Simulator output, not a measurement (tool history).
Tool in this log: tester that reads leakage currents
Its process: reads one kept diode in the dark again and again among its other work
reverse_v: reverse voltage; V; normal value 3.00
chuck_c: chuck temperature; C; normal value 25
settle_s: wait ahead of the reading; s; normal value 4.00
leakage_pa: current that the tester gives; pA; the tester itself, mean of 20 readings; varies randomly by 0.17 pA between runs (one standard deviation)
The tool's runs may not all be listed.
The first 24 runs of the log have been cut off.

| run | hour | reverse_v | chuck_c | settle_s | leakage_pa |
|---|---|---|---|---|---|
| 25 | 1941.1 | 5.09 | 30 | 0.57 | 106.15 |
| 26 | 2019.1 | 5.07 | 34 | 0.90 | 138.42 |
|  | 2046.6 | chuck's temperature calibrated |
| 27 | 2132.7 | 10.33 | 34 | 5.55 | 198.27 |
| 28 | 2244.4 | 1.86 | 48 | 5.85 | 209.27 |
| 29 | 2291.7 | 3.00 | 24 | 4.00 | 49.44 |
| 30 | 2358.5 | 3.00 | 24 | 4.00 | 49.66 |
| 31 | 2458.6 | 1.47 | 25 | 1.55 | 37.00 |
| 32 | 2533.0 | 3.00 | 58 | 4.00 | 504.65 |
| 33 | 2638.0 | 2.61 | 44 | 4.96 | 192.20 |
| 34 | 2754.2 | 6.46 | 39 | 4.17 | 220.72 |
| 35 | 2859.2 | 6.46 | 39 | 4.17 | 219.82 |
| 36 | 2945.5 | 3.42 | 24 | 1.92 | 53.65 |
| 37 | 3047.3 | 3.42 | 24 | 1.92 | 53.76 |
|  | 3089.1 | probe card cleaned and baked |
| 38 | 3138.3 | 3.00 | 24 | 1.10 | 50.25 |
| 39 | 3207.4 | 3.00 | 21 | 0.34 | 42.36 |
| 40 | 3304.8 | 3.00 | 21 | 0.34 | 42.78 |

Forecast each of these 4 alternatives for the next run:
| A | 3412.4 | 3.00 | 21 | 1.67 | ? |
| B | 3412.4 | 7.15 | 41 | 4.04 | ? |
| C | 3412.4 | 10.42 | 34 | 0.78 | ? |
| D | 3412.4 | 15.11 | 22 | 5.11 | ? |

| run | leakage_pa |
|---|---|
| A | 39.84 |
| B | 265.96 |
| C | 204.27 |
| D | 100.18 |
With the hidden condition removed and each run's random variation left untouched, the same runs would have given:
| run | leakage_pa |
|---|---|
| A | 39.80 |
| B | 265.71 |
| C | 204.07 |
| D | 100.06 |
